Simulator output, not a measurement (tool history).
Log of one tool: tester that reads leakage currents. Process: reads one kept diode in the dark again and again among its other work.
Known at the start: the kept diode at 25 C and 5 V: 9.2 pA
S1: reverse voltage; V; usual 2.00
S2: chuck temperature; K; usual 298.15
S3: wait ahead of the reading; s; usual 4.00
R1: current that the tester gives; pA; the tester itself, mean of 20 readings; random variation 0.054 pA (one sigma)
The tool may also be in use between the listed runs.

run    hour     S1      S2    S3     R1
  1     0.0   2.00  298.15  4.00   8.54
  2    82.7   2.00  298.15  4.00   8.58
  3   193.6   2.00  298.15  4.00   8.75
      268.4  -- probe card cleaned and baked
  4   318.2   2.00  298.15  4.00   6.73
  5   398.2   2.00  298.15  4.00   6.80
  6   481.0   2.00  298.15  4.00   6.82
  7   598.5   2.00  298.15  4.00   6.78
  8   703.6  12.44  298.15  4.00  13.68
  9   832.1   2.00  298.15  8.76   6.89
 10   909.6   2.00  298.15  8.76   6.99
 11  1050.7   2.00  298.15  8.76   7.03
 12  1116.2   2.00  298.15  8.76   7.08
 13  1182.9   2.00  298.15  4.00   7.12
 14  1298.3   2.00  298.15  4.00   7.10
 15  1394.2   2.00  298.15  4.00   7.13
 16  1459.5   2.00  294.15  4.00   5.45
 17  1539.0   2.00  294.15  4.00   5.66
 18  1653.0   2.00  294.15  4.00   5.64
 19  1718.1   2.00  294.15  4.00   5.59
 20  1785.0   2.00  298.15  4.00   7.27
 21  1935.8   2.00  298.15  4.00   7.48
 22  2011.0   4.55  294.15  4.00   8.79
 23  2100.8  17.09  294.15  0.33  22.58
 24  2228.1  17.09  294.15  0.33  23.39
 25  2309.0  17.09  294.15  0.33  23.82
 26  2423.8   1.99  301.15  2.13   9.27
     2435.4  -- chuck's temperature calibrated
 27  2565.9  19.05  298.15  1.37  28.16
 28  2680.0  19.05  302.15  0.35  34.85
 29  2777.3  19.05  302.15  0.35  35.28
 30  2866.0   1.68  308.15  6.95  13.11
 31  2963.5   2.00  298.15  9.83   7.54
     3079.7  -- probe card cleaned and baked
 32  3113.6   2.48  298.15  0.37   6.17
 33  3223.3   3.28  300.15  2.57   7.70
     3243.3  -- chuck's temperature calibrated, once more
 34  3291.0   6.87  295.15  0.42   9.26
 35  3424.7  14.11  309.15  4.00  31.39
 36  3509.8   6.61  314.15  0.94  34.82
 37  3658.9   6.61  314.15  0.94  34.86
 38  3739.0   4.32  314.15  0.94  30.31
 39  3839.7   1.76  309.15  0.49  15.93
 40  3915.8  10.32  319.15  9.45  57.03

Forecast each of these 3 alternatives for the next run:
  A  4066.3   2.73  325.15  9.81   ?
  B  4066.3   3.36  319.15  9.45   ?
  C  4066.3  15.30  296.15  2.14   ?

run     R1
  A  54.99
  B  39.29
  C  16.65
Without the tool's hidden state the same runs would have given:
run     R1
  A  56.13
  B  39.62
  C  11.57

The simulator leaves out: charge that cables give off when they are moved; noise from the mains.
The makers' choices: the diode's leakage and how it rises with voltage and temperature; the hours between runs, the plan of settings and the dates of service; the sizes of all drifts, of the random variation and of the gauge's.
